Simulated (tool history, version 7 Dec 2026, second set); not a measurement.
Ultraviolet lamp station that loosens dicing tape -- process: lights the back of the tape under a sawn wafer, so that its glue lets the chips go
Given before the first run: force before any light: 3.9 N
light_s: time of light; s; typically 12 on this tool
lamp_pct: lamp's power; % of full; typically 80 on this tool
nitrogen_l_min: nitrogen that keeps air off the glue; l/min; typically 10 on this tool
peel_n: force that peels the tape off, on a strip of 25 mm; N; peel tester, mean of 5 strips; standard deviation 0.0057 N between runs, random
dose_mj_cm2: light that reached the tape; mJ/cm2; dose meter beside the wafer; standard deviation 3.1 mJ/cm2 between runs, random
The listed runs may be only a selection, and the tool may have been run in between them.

{"run": 1, "hour": 0.0, "light_s": 12, "lamp_pct": 80, "nitrogen_l_min": 10, "peel_n": 0.219, "dose_mj_cm2": 372}
{"run": 2, "hour": 14.7, "light_s": 12, "lamp_pct": 80, "nitrogen_l_min": 10, "peel_n": 0.238, "dose_mj_cm2": 370}
{"run": 3, "hour": 34.9, "light_s": 12, "lamp_pct": 80, "nitrogen_l_min": 10, "peel_n": 0.229, "dose_mj_cm2": 372}
{"run": 4, "hour": 56.7, "light_s": 12, "lamp_pct": 80, "nitrogen_l_min": 6, "peel_n": 0.329, "dose_mj_cm2": 370}
{"run": 5, "hour": 72.4, "light_s": 12, "lamp_pct": 80, "nitrogen_l_min": 10, "peel_n": 0.241, "dose_mj_cm2": 367}
{"run": 6, "hour": 92.5, "light_s": 12, "lamp_pct": 80, "nitrogen_l_min": 10, "peel_n": 0.236, "dose_mj_cm2": 367}
{"run": 7, "hour": 111.0, "light_s": 12, "lamp_pct": 73, "nitrogen_l_min": 10, "peel_n": 0.291, "dose_mj_cm2": 333}
{"run": 8, "hour": 126.6, "light_s": 12, "lamp_pct": 73, "nitrogen_l_min": 10, "peel_n": 0.31, "dose_mj_cm2": 328}
{"run": 9, "hour": 141.4, "light_s": 12, "lamp_pct": 73, "nitrogen_l_min": 10, "peel_n": 0.293, "dose_mj_cm2": 333}
{"run": 10, "hour": 160.5, "light_s": 12, "lamp_pct": 73, "nitrogen_l_min": 10, "peel_n": 0.308, "dose_mj_cm2": 327}
{"run": 11, "hour": 180.9, "light_s": 12, "lamp_pct": 80, "nitrogen_l_min": 10, "peel_n": 0.249, "dose_mj_cm2": 359}
{"run": 12, "hour": 203.4, "light_s": 12, "lamp_pct": 76, "nitrogen_l_min": 10, "peel_n": 0.285, "dose_mj_cm2": 333}
{"run": 13, "hour": 221.9, "light_s": 12, "lamp_pct": 80, "nitrogen_l_min": 10, "peel_n": 0.243, "dose_mj_cm2": 356}
{"run": 14, "hour": 237.5, "light_s": 12, "lamp_pct": 80, "nitrogen_l_min": 10, "peel_n": 0.244, "dose_mj_cm2": 348}
{"run": 15, "hour": 248.6, "light_s": 12, "lamp_pct": 80, "nitrogen_l_min": 10, "peel_n": 0.263, "dose_mj_cm2": 347}
{"run": 16, "hour": 270.0, "light_s": 12, "lamp_pct": 80, "nitrogen_l_min": 10, "peel_n": 0.268, "dose_mj_cm2": 349}
{"run": 17, "hour": 285.1, "light_s": 12, "lamp_pct": 80, "nitrogen_l_min": 10, "peel_n": 0.27, "dose_mj_cm2": 349}
{"run": 18, "hour": 298.6, "light_s": 12, "lamp_pct": 80, "nitrogen_l_min": 10, "peel_n": 0.275, "dose_mj_cm2": 344}
{"run": 19, "hour": 318.6, "light_s": 12, "lamp_pct": 80, "nitrogen_l_min": 10, "peel_n": 0.266, "dose_mj_cm2": 341}
{"hour": 323.3, "done": "window cleaned of glue's vapour"}
{"run": 20, "hour": 339.0, "light_s": 12, "lamp_pct": 80, "nitrogen_l_min": 10, "peel_n": 0.301, "dose_mj_cm2": 325}
{"run": 21, "hour": 354.9, "light_s": 12, "lamp_pct": 80, "nitrogen_l_min": 10, "peel_n": 0.323, "dose_mj_cm2": 327}
{"run": 22, "hour": 367.6, "light_s": 6, "lamp_pct": 77, "nitrogen_l_min": 12, "peel_n": 1.031, "dose_mj_cm2": 155}
{"run": 23, "hour": 386.5, "light_s": 10, "lamp_pct": 89, "nitrogen_l_min": 10, "peel_n": 0.373, "dose_mj_cm2": 299}
{"run": 24, "hour": 397.6, "light_s": 14, "lamp_pct": 81, "nitrogen_l_min": 9, "peel_n": 0.222, "dose_mj_cm2": 383}
{"hour": 422.8, "done": "window cleaned of glue's vapour, once more"}
{"run": 25, "hour": 422.8, "light_s": 12, "lamp_pct": 91, "nitrogen_l_min": 10, "peel_n": 0.129, "dose_mj_cm2": 459}
{"run": 26, "hour": 444.7, "light_s": 12, "lamp_pct": 91, "nitrogen_l_min": 10, "peel_n": 0.143, "dose_mj_cm2": 462}
{"run": 27, "hour": 467.0, "light_s": 10, "lamp_pct": 74, "nitrogen_l_min": 12, "peel_n": 0.303, "dose_mj_cm2": 312}
{"run": 28, "hour": 480.4, "light_s": 10, "lamp_pct": 74, "nitrogen_l_min": 12, "peel_n": 0.307, "dose_mj_cm2": 309}
{"run": 29, "hour": 491.3, "light_s": 7, "lamp_pct": 66, "nitrogen_l_min": 5, "peel_n": 1.112, "dose_mj_cm2": 191}
{"run": 30, "hour": 514.9, "light_s": 13, "lamp_pct": 94, "nitrogen_l_min": 5, "peel_n": 0.178, "dose_mj_cm2": 511}
{"run": 31, "hour": 534.1, "light_s": 13, "lamp_pct": 90, "nitrogen_l_min": 4, "peel_n": 0.235, "dose_mj_cm2": 482}
{"run": 32, "hour": 549.8, "light_s": 20, "lamp_pct": 81, "nitrogen_l_min": 12, "peel_n": 0.067, "dose_mj_cm2": 668}
{"run": 33, "hour": 560.2, "light_s": 7, "lamp_pct": 80, "nitrogen_l_min": 6, "peel_n": 0.741, "dose_mj_cm2": 229}
{"run": 34, "hour": 572.3, "light_s": 6, "lamp_pct": 63, "nitrogen_l_min": 6, "peel_n": 1.329, "dose_mj_cm2": 157}
{"run": 35, "hour": 588.6, "light_s": 10, "lamp_pct": 63, "nitrogen_l_min": 10, "peel_n": 0.5, "dose_mj_cm2": 257}
{"run": 36, "hour": 604.0, "light_s": 6, "lamp_pct": 94, "nitrogen_l_min": 8, "peel_n": 0.666, "dose_mj_cm2": 224}
{"run": 37, "hour": 627.3, "light_s": 6, "lamp_pct": 94, "nitrogen_l_min": 8, "peel_n": 0.704, "dose_mj_cm2": 226}
{"run": 38, "hour": 645.5, "light_s": 6, "lamp_pct": 94, "nitrogen_l_min": 8, "peel_n": 0.709, "dose_mj_cm2": 223}
{"run": 39, "hour": 668.7, "light_s": 6, "lamp_pct": 81, "nitrogen_l_min": 8, "peel_n": 0.902, "dose_mj_cm2": 190}
{"run": 40, "hour": 692.9, "light_s": 6, "lamp_pct": 81, "nitrogen_l_min": 8, "peel_n": 0.913, "dose_mj_cm2": 195}
{"run": 41, "hour": 706.1, "light_s": 6, "lamp_pct": 81, "nitrogen_l_min": 8, "peel_n": 0.933, "dose_mj_cm2": 190}
{"run": 42, "hour": 723.7, "light_s": 6, "lamp_pct": 64, "nitrogen_l_min": 5, "peel_n": 1.425, "dose_mj_cm2": 149}

3 ways to go on from here, each from the tool as it stands after run 42. What would each give?
{"run": "A", "hour": 743.6, "light_s": 17, "lamp_pct": 88, "nitrogen_l_min": 13, "peel_n": "?", "dose_mj_cm2": "?"}
{"run": "B", "hour": 743.6, "light_s": 6, "lamp_pct": 94, "nitrogen_l_min": 17, "peel_n": "?", "dose_mj_cm2": "?"}
{"run": "C", "hour": 743.6, "light_s": 6, "lamp_pct": 94, "nitrogen_l_min": 18, "peel_n": "?", "dose_mj_cm2": "?"}

run=A peel_n=0.069 dose_mj_cm2=583
run=B peel_n=0.517 dose_mj_cm2=227
run=C peel_n=0.523 dose_mj_cm2=221
The same runs, with their run-to-run variation unchanged, on a tool lacking any hidden condition would have given:
run=A peel_n=0.054 dose_mj_cm2=722
run=B peel_n=0.335 dose_mj_cm2=279
run=C peel_n=0.341 dose_mj_cm2=274

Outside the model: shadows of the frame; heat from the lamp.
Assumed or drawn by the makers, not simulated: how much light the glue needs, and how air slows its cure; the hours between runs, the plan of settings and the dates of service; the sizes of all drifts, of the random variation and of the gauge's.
